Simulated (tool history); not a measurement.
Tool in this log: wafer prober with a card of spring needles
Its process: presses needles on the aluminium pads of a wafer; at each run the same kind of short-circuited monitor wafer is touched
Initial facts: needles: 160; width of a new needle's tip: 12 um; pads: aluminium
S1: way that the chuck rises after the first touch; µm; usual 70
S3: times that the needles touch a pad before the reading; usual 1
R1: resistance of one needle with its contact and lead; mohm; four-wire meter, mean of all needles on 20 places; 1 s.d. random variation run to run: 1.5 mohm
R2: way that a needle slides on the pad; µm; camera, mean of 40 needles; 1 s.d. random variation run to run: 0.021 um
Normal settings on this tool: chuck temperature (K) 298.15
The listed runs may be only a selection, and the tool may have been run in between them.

run 1 hour=0 | S1=70 chuck_temperature_(K)=298.15 S3=1 | R1=235 R2=10.76
-- hour=5.4 tips cleaned on abrasive film
run 2 hour=16.7 | S1=70 chuck_temperature_(K)=298.15 S3=1 | R1=291 R2=10.69
-- hour=19.1 tips cleaned on abrasive film
run 3 hour=27.1 | S1=70 chuck_temperature_(K)=298.15 S3=1 | R1=240 R2=10.65
-- hour=32.6 tips cleaned on abrasive film
run 4 hour=44.1 | S1=70 chuck_temperature_(K)=298.15 S3=1 | R1=255 R2=10.66
-- hour=45.8 tips cleaned on abrasive film
-- hour=59.3 tips cleaned on abrasive film
run 5 hour=62 | S1=70 chuck_temperature_(K)=298.15 S3=1 | R1=190 R2=10.67
-- hour=73.1 tips cleaned on abrasive film
run 6 hour=76.1 | S1=70 chuck_temperature_(K)=298.15 S3=1 | R1=194 R2=10.66
-- hour=86.9 tips cleaned on abrasive film
run 7 hour=87.2 | S1=70 chuck_temperature_(K)=298.15 S3=1 | R1=157 R2=10.62
-- hour=100.4 tips cleaned on abrasive film
run 8 hour=100.4 | S1=70 chuck_temperature_(K)=298.15 S3=1 | R1=149 R2=10.65
run 9 hour=108.6 | S1=70 chuck_temperature_(K)=298.15 S3=1 | R1=240 R2=10.63
-- hour=114.4 tips cleaned on abrasive film, once more
run 10 hour=120.1 | S1=70 chuck_temperature_(K)=298.15 S3=1 | R1=221 R2=10.61
-- hour=126.7 height of the first contact set anew
-- hour=128 tips cleaned on abrasive film
run 11 hour=132.2 | S1=62 chuck_temperature_(K)=298.15 S3=1 | R1=229 R2=9.65
-- hour=141.8 tips cleaned on abrasive film
run 12 hour=146.5 | S1=62 chuck_temperature_(K)=298.15 S3=1 | R1=231 R2=9.62
-- hour=154.8 tips cleaned on abrasive film
run 13 hour=162.4 | S1=62 chuck_temperature_(K)=298.15 S3=1 | R1=245 R2=9.58
-- hour=169.3 tips cleaned on abrasive film
run 14 hour=178.4 | S1=69 chuck_temperature_(K)=316.15 S3=2 | R1=206 R2=10.64
-- hour=183.5 tips cleaned on abrasive film
run 15 hour=188.7 | S1=69 chuck_temperature_(K)=316.15 S3=2 | R1=188 R2=10.66

Expected results for the next run?
-- hour=196.8 tips cleaned on abrasive film
run 16 hour=204.5 | S1=61 chuck_temperature_(K)=318.15 S3=1 | R1=? R2=?

Run 16 yielded R1 266 mohm, R2 9.44 µm.
Minus the tool's unlogged condition, the same run would have read R1 145 mohm, R2 9.49 µm.
